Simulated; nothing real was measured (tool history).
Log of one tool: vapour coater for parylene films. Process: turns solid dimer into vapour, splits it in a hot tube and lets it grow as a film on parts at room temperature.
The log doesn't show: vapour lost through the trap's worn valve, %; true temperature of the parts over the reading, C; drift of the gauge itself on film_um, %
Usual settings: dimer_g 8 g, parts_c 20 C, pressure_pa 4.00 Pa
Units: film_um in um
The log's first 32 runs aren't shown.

run,hour,dimer_g,parts_c,pressure_pa,hours of work since the trap's valve was overhauled,hours of work since the table's thermometer was calibrated,film_um
33,1253.5,9,20,2.39,65,152,1.958
34,1279.9,9,16,2.39,82,169,2.132
35,1321.5,9,19,7.56,109,195,1.734
36,1352.3,8,28,2.18,128,215,1.459
37,1385.2,8,20,8.44,149,236,1.476
38,1419.2,4,20,3.81,171,258,0.803
39,1462.8,7,24,2.72,199,286,1.331
40,1513.1,7,24,2.72,231,318,1.315
41,1539.1,7,24,2.72,248,334,1.315
42,1575.4,7,24,2.72,271,357,1.292
43,1627.0,7,17,2.72,304,390,1.514
44,1659.7,13,27,7.60,325,411,1.980

Forecast each of these 3 alternatives for the next run:
# hour 1695.9: trap's valve overhauled
A,1700.7,10,27,11.29,3,435,?
# hour 1695.9: trap's valve overhauled
B,1700.7,5,22,2.65,3,435,?
# hour 1695.9: trap's valve overhauled
C,1700.7,14,12,7.60,3,435,?

run,film_um
A,1.595
B,1.042
C,3.187
Without the tool's hidden state the same runs would have given:
run,film_um
A,1.609
B,1.052
C,3.215
